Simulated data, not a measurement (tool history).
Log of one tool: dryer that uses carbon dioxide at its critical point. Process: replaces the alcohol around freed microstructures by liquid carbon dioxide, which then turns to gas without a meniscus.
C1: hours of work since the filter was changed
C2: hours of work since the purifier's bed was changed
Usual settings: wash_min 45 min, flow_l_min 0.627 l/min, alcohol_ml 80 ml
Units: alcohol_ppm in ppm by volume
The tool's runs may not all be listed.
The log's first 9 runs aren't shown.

run 10 hour=91.0 | wash_min=45 flow_l_min=0.627 alcohol_ml=80 | C1=188 C2=264 | alcohol_ppm=115
run 11 hour=102.5 | wash_min=45 flow_l_min=0.627 alcohol_ml=80 | C1=192 C2=268 | alcohol_ppm=125
run 12 hour=115.1 | wash_min=45 flow_l_min=0.627 alcohol_ml=80 | C1=197 C2=273 | alcohol_ppm=109
run 13 hour=127.2 | wash_min=45 flow_l_min=0.627 alcohol_ml=38 | C1=202 C2=278 | alcohol_ppm=96
run 14 hour=136.8 | wash_min=45 flow_l_min=0.627 alcohol_ml=120 | C1=206 C2=282 | alcohol_ppm=142
run 15 hour=145.9 | wash_min=45 flow_l_min=0.627 alcohol_ml=80 | C1=210 C2=286 | alcohol_ppm=120
run 16 hour=160.1 | wash_min=45 flow_l_min=0.627 alcohol_ml=80 | C1=215 C2=291 | alcohol_ppm=121
run 17 hour=173.4 | wash_min=45 flow_l_min=0.627 alcohol_ml=80 | C1=221 C2=297 | alcohol_ppm=134
run 18 hour=187.1 | wash_min=45 flow_l_min=0.627 alcohol_ml=80 | C1=226 C2=302 | alcohol_ppm=138
run 19 hour=194.1 | wash_min=69 flow_l_min=0.627 alcohol_ml=80 | C1=229 C2=305 | alcohol_ppm=74
run 20 hour=208.6 | wash_min=45 flow_l_min=0.378 alcohol_ml=80 | C1=235 C2=311 | alcohol_ppm=637
run 21 hour=222.2 | wash_min=45 flow_l_min=0.383 alcohol_ml=80 | C1=240 C2=316 | alcohol_ppm=595
run 22 hour=235.4 | wash_min=43 flow_l_min=0.744 alcohol_ml=23 | C1=245 C2=321 | alcohol_ppm=98
run 23 hour=242.4 | wash_min=46 flow_l_min=0.600 alcohol_ml=23 | C1=248 C2=324 | alcohol_ppm=107
run 24 hour=253.2 | wash_min=65 flow_l_min=0.627 alcohol_ml=71 | C1=252 C2=328 | alcohol_ppm=85
run 25 hour=263.3 | wash_min=65 flow_l_min=0.627 alcohol_ml=71 | C1=256 C2=332 | alcohol_ppm=85
run 26 hour=276.7 | wash_min=65 flow_l_min=0.627 alcohol_ml=71 | C1=262 C2=338 | alcohol_ppm=92
run 27 hour=289.9 | wash_min=37 flow_l_min=0.627 alcohol_ml=103 | C1=267 C2=343 | alcohol_ppm=315

Run 28 comes next. What will it give?
run 28 hour=299.2 | wash_min=37 flow_l_min=0.627 alcohol_ml=103 | C1=271 C2=347 | alcohol_ppm=?

Run 28 gave alcohol_ppm 317 ppm by volume.
Without the tool's hidden state the same run would have given alcohol_ppm 101 ppm by volume.
